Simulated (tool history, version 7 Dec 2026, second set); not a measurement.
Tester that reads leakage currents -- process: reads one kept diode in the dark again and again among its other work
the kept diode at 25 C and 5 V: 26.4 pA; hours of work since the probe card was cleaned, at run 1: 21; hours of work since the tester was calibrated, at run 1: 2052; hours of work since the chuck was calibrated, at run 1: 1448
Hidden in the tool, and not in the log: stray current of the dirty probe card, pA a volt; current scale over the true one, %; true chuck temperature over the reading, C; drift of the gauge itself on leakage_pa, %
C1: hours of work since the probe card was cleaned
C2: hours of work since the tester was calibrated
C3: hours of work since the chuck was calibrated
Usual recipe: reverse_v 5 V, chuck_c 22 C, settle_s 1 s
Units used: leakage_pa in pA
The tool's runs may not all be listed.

run 1 hour=0 | reverse_v=5 chuck_c=22 settle_s=1 | C1=21 C2=2052 C3=1448 | leakage_pa=19.58
run 2 hour=109 | reverse_v=5 chuck_c=22 settle_s=1 | C1=99 C2=2130 C3=1527 | leakage_pa=19.83
run 3 hour=188.4 | reverse_v=5 chuck_c=22 settle_s=1 | C1=156 C2=2188 C3=1584 | leakage_pa=20.15
run 4 hour=266.1 | reverse_v=5 chuck_c=22 settle_s=1 | C1=213 C2=2244 C3=1640 | leakage_pa=20.42
run 5 hour=346.9 | reverse_v=5 chuck_c=22 settle_s=1.39 | C1=271 C2=2302 C3=1699 | leakage_pa=20.32
run 6 hour=434.6 | reverse_v=5 chuck_c=22 settle_s=1.39 | C1=334 C2=2365 C3=1762 | leakage_pa=20.67
run 7 hour=500.7 | reverse_v=5 chuck_c=22 settle_s=1.39 | C1=382 C2=2413 C3=1810 | leakage_pa=20.79
run 8 hour=586.6 | reverse_v=5 chuck_c=23 settle_s=1 | C1=444 C2=2475 C3=1872 | leakage_pa=23.06
run 9 hour=651.7 | reverse_v=5 chuck_c=23 settle_s=1 | C1=491 C2=2522 C3=1919 | leakage_pa=23.19
run 10 hour=718.3 | reverse_v=3.47 chuck_c=23 settle_s=1 | C1=539 C2=2570 C3=1967 | leakage_pa=18.67
-- hour=726.1 chuck's temperature calibrated
run 11 hour=815.5 | reverse_v=5 chuck_c=22 settle_s=0.95 | C1=608 C2=2639 C3=65 | leakage_pa=20.64
run 12 hour=927 | reverse_v=5 chuck_c=22 settle_s=1 | C1=688 C2=2719 C3=145 | leakage_pa=20.84
run 13 hour=1020.9 | reverse_v=5 chuck_c=37 settle_s=1 | C1=756 C2=2787 C3=213 | leakage_pa=67.15
run 14 hour=1086.2 | reverse_v=5 chuck_c=37 settle_s=1 | C1=803 C2=2834 C3=260 | leakage_pa=67
run 15 hour=1162.7 | reverse_v=5 chuck_c=37 settle_s=1 | C1=858 C2=2889 C3=315 | leakage_pa=66.76
-- hour=1178.8 chuck's temperature calibrated, once more
run 16 hour=1244.5 | reverse_v=5 chuck_c=37 settle_s=1 | C1=916 C2=2947 C3=47 | leakage_pa=78.5
run 17 hour=1301.6 | reverse_v=5 chuck_c=22 settle_s=2.21 | C1=957 C2=2988 C3=89 | leakage_pa=24.83
run 18 hour=1364.9 | reverse_v=5 chuck_c=22 settle_s=1 | C1=1003 C2=3034 C3=134 | leakage_pa=25.54
run 19 hour=1410.8 | reverse_v=11.5 chuck_c=22 settle_s=1 | C1=1036 C2=3067 C3=167 | leakage_pa=44.66
run 20 hour=1499.9 | reverse_v=3.41 chuck_c=57 settle_s=1 | C1=1100 C2=3131 C3=232 | leakage_pa=282.79
run 21 hour=1611.7 | reverse_v=3.41 chuck_c=24 settle_s=1.45 | C1=1181 C2=3212 C3=313 | leakage_pa=23.24
run 22 hour=1674.8 | reverse_v=3.41 chuck_c=24 settle_s=1.45 | C1=1227 C2=3258 C3=358 | leakage_pa=23.42
-- hour=1710.8 probe card cleaned and baked
run 23 hour=1733.2 | reverse_v=3.41 chuck_c=24 settle_s=1.45 | C1=16 C2=3298 C3=398 | leakage_pa=19.51
run 24 hour=1792.3 | reverse_v=3.41 chuck_c=24 settle_s=1.45 | C1=59 C2=3340 C3=441 | leakage_pa=19.68
run 25 hour=1868 | reverse_v=3.41 chuck_c=49 settle_s=1.45 | C1=113 C2=3395 C3=495 | leakage_pa=152.51
run 26 hour=1953 | reverse_v=4.81 chuck_c=41 settle_s=0.77 | C1=175 C2=3456 C3=557 | leakage_pa=99.96
run 27 hour=2060.9 | reverse_v=7.06 chuck_c=26 settle_s=2.38 | C1=253 C2=3534 C3=635 | leakage_pa=36.15
run 28 hour=2132.9 | reverse_v=4.53 chuck_c=26 settle_s=2.38 | C1=305 C2=3586 C3=687 | leakage_pa=28.08
run 29 hour=2242.6 | reverse_v=4.67 chuck_c=24 settle_s=1.22 | C1=384 C2=3665 C3=766 | leakage_pa=24.55
run 30 hour=2335.3 | reverse_v=5 chuck_c=46 settle_s=1 | C1=451 C2=3732 C3=833 | leakage_pa=150.24
run 31 hour=2397.7 | reverse_v=9.43 chuck_c=21 settle_s=8.47 | C1=496 C2=3777 C3=878 | leakage_pa=29.66
run 32 hour=2499.7 | reverse_v=1.14 chuck_c=51 settle_s=0.7 | C1=569 C2=3851 C3=951 | leakage_pa=94.56
run 33 hour=2608.2 | reverse_v=1.14 chuck_c=51 settle_s=0.7 | C1=648 C2=3929 C3=1030 | leakage_pa=94.2
run 34 hour=2710.3 | reverse_v=19.83 chuck_c=50 settle_s=3.1 | C1=721 C2=4003 C3=1103 | leakage_pa=443.6
run 35 hour=2769.6 | reverse_v=19.83 chuck_c=50 settle_s=3.1 | C1=764 C2=4046 C3=1146 | leakage_pa=442.89
run 36 hour=2825 | reverse_v=19.83 chuck_c=50 settle_s=3.1 | C1=804 C2=4086 C3=1186 | leakage_pa=444.9
run 37 hour=2934.7 | reverse_v=5.49 chuck_c=39 settle_s=1 | C1=883 C2=4165 C3=1265 | leakage_pa=92.42

4 ways to go on from here, each from the tool as it stands after run 37. What would each give?
run A hour=3033.2 | reverse_v=3.04 chuck_c=20 settle_s=1 | C1=955 C2=4236 C3=1336 | leakage_pa=?
run B hour=3033.2 | reverse_v=15.73 chuck_c=39 settle_s=1.15 | C1=955 C2=4236 C3=1336 | leakage_pa=?
run C hour=3033.2 | reverse_v=6.27 chuck_c=22 settle_s=4.87 | C1=955 C2=4236 C3=1336 | leakage_pa=?
run D hour=3033.2 | reverse_v=18.02 chuck_c=25 settle_s=1.43 | C1=955 C2=4236 C3=1336 | leakage_pa=?

run=A leakage_pa=14.99
run=B leakage_pa=172.2
run=C leakage_pa=27.2
run=D leakage_pa=68.08
Without the tool's unlogged condition, the same runs would have read:
run=A leakage_pa=13.2
run=B leakage_pa=168.08
run=C leakage_pa=23.28
run=D leakage_pa=56.11

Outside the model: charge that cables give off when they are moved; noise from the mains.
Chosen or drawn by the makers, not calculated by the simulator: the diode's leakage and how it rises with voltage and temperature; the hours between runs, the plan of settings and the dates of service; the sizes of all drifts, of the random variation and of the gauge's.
